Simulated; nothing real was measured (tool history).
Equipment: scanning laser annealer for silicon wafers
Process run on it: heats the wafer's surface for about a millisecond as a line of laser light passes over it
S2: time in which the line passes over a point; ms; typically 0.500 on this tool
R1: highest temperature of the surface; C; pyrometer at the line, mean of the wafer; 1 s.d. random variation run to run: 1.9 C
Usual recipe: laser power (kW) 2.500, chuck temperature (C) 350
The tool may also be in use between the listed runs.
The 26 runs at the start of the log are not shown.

{"run": 27, "hour": 363.7, "laser power (kW)": 2.525, "S2": 0.356, "chuck temperature (C)": 352, "R1": 981}
{"run": 28, "hour": 377.8, "laser power (kW)": 2.525, "S2": 0.356, "chuck temperature (C)": 352, "R1": 982}
{"run": 29, "hour": 396.2, "laser power (kW)": 2.355, "S2": 0.424, "chuck temperature (C)": 374, "R1": 1010}
{"run": 30, "hour": 414.2, "laser power (kW)": 2.355, "S2": 0.424, "chuck temperature (C)": 374, "R1": 1008}
{"run": 31, "hour": 423.8, "laser power (kW)": 2.355, "S2": 0.424, "chuck temperature (C)": 374, "R1": 1009}
{"run": 32, "hour": 434.9, "laser power (kW)": 2.498, "S2": 0.564, "chuck temperature (C)": 374, "R1": 1139}
{"run": 33, "hour": 450.2, "laser power (kW)": 2.5, "S2": 0.464, "chuck temperature (C)": 322, "R1": 1026}
{"run": 34, "hour": 468.3, "laser power (kW)": 2.5, "S2": 0.464, "chuck temperature (C)": 322, "R1": 1026}
{"run": 35, "hour": 484.7, "laser power (kW)": 2.566, "S2": 0.5, "chuck temperature (C)": 350, "R1": 1095}
{"run": 36, "hour": 497.8, "laser power (kW)": 2.159, "S2": 0.516, "chuck temperature (C)": 367, "R1": 999}
{"run": 37, "hour": 507.7, "laser power (kW)": 2.707, "S2": 0.518, "chuck temperature (C)": 359, "R1": 1153}
{"run": 38, "hour": 521.6, "laser power (kW)": 2.595, "S2": 0.524, "chuck temperature (C)": 316, "R1": 1084}
{"run": 39, "hour": 533.0, "laser power (kW)": 2.5, "S2": 0.451, "chuck temperature (C)": 325, "R1": 1018}
{"run": 40, "hour": 548.5, "laser power (kW)": 2.5, "S2": 0.451, "chuck temperature (C)": 325, "R1": 1018}

Predict each of these 5 candidate next runs independently; none follows another, all start after run 40:
{"run": "A", "hour": 565.4, "laser power (kW)": 2.647, "S2": 0.433, "chuck temperature (C)": 347, "R1": "?"}
{"run": "B", "hour": 565.4, "laser power (kW)": 2.329, "S2": 0.617, "chuck temperature (C)": 321, "R1": "?"}
{"run": "C", "hour": 565.4, "laser power (kW)": 2.646, "S2": 0.526, "chuck temperature (C)": 325, "R1": "?"}
{"run": "D", "hour": 565.4, "laser power (kW)": 2.194, "S2": 0.451, "chuck temperature (C)": 325, "R1": "?"}
{"run": "E", "hour": 565.4, "laser power (kW)": 2.5, "S2": 0.498, "chuck temperature (C)": 346, "R1": "?"}

run=A R1=1066
run=B R1=1056
run=C R1=1106
run=D R1=930
run=E R1=1064
Without the tool's unlogged condition, the same runs would have read:
run=A R1=1088
run=B R1=1079
run=C R1=1131
run=D R1=949
run=E R1=1086
